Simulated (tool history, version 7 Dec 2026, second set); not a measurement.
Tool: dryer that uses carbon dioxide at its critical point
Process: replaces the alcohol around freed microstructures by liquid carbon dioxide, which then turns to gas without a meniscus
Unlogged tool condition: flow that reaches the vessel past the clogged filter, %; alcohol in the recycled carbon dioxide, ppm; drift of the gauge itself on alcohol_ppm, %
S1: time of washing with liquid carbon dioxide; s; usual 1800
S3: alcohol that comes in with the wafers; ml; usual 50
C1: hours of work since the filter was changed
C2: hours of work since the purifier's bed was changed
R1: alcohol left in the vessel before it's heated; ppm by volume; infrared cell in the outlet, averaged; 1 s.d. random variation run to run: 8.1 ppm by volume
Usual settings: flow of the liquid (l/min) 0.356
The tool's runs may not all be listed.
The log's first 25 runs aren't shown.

{"run": 26, "hour": 586.6, "S1": 2880, "flow of the liquid (l/min)": 0.511, "S3": 78, "C1": 103, "C2": 225, "R1": 34}
{"run": 27, "hour": 619.0, "S1": 1620, "flow of the liquid (l/min)": 0.356, "S3": 94, "C1": 114, "C2": 235, "R1": 1331}
{"run": 28, "hour": 637.1, "S1": 1620, "flow of the liquid (l/min)": 0.356, "S3": 94, "C1": 120, "C2": 241, "R1": 1323}
{"run": 29, "hour": 651.6, "S1": 1620, "flow of the liquid (l/min)": 0.356, "S3": 94, "C1": 124, "C2": 246, "R1": 1344}
{"run": 30, "hour": 673.4, "S1": 1620, "flow of the liquid (l/min)": 0.356, "S3": 94, "C1": 131, "C2": 253, "R1": 1344}
{"run": 31, "hour": 694.3, "S1": 1920, "flow of the liquid (l/min)": 0.296, "S3": 50, "C1": 138, "C2": 259, "R1": 763}
{"run": 32, "hour": 713.7, "S1": 1560, "flow of the liquid (l/min)": 0.241, "S3": 62, "C1": 144, "C2": 266, "R1": 3019}
{"run": 33, "hour": 737.4, "S1": 2040, "flow of the liquid (l/min)": 0.28, "S3": 70, "C1": 152, "C2": 273, "R1": 1003}
{"run": 34, "hour": 753.2, "S1": 1800, "flow of the liquid (l/min)": 0.298, "S3": 50, "C1": 157, "C2": 278, "R1": 937}
{"run": 35, "hour": 777.5, "S1": 2760, "flow of the liquid (l/min)": 0.356, "S3": 51, "C1": 165, "C2": 286, "R1": 96}
{"run": 36, "hour": 808.0, "S1": 1560, "flow of the liquid (l/min)": 0.499, "S3": 50, "C1": 175, "C2": 296, "R1": 248}
{"run": 37, "hour": 823.9, "S1": 1560, "flow of the liquid (l/min)": 0.499, "S3": 50, "C1": 180, "C2": 301, "R1": 260}
{"run": 38, "hour": 848.6, "S1": 1560, "flow of the liquid (l/min)": 0.499, "S3": 50, "C1": 188, "C2": 309, "R1": 262}
{"run": 39, "hour": 873.6, "S1": 1320, "flow of the liquid (l/min)": 0.538, "S3": 28, "C1": 196, "C2": 317, "R1": 222}
{"run": 40, "hour": 903.3, "S1": 1620, "flow of the liquid (l/min)": 0.538, "S3": 117, "C1": 205, "C2": 327, "R1": 345}
{"run": 41, "hour": 917.6, "S1": 1800, "flow of the liquid (l/min)": 0.356, "S3": 102, "C1": 210, "C2": 331, "R1": 1035}
{"run": 42, "hour": 945.5, "S1": 1800, "flow of the liquid (l/min)": 0.356, "S3": 102, "C1": 219, "C2": 340, "R1": 1022}
{"run": 43, "hour": 964.5, "S1": 1260, "flow of the liquid (l/min)": 0.391, "S3": 79, "C1": 225, "C2": 346, "R1": 1993}
{"run": 44, "hour": 977.7, "S1": 1740, "flow of the liquid (l/min)": 0.307, "S3": 76, "C1": 229, "C2": 351, "R1": 1392}
{"run": 45, "hour": 1000.3, "S1": 1380, "flow of the liquid (l/min)": 0.322, "S3": 50, "C1": 237, "C2": 358, "R1": 1646}
{"run": 46, "hour": 1031.1, "S1": 1380, "flow of the liquid (l/min)": 0.546, "S3": 61, "C1": 247, "C2": 368, "R1": 366}

Each row is a separate what-if for the run after 46, all from the same tool condition, not one after another. Results?
{"run": "A", "hour": 1057.0, "S1": 1800, "flow of the liquid (l/min)": 0.546, "S3": 49, "C1": 255, "C2": 376, "R1": "?"}
{"run": "B", "hour": 1057.0, "S1": 2040, "flow of the liquid (l/min)": 0.215, "S3": 44, "C1": 255, "C2": 376, "R1": "?"}
{"run": "C", "hour": 1057.0, "S1": 1380, "flow of the liquid (l/min)": 0.331, "S3": 61, "C1": 255, "C2": 376, "R1": "?"}

run=A R1=119
run=B R1=1478
run=C R1=1882
Without the tool's unlogged condition, the same runs would have read:
run=A R1=57
run=B R1=1285
run=C R1=1642
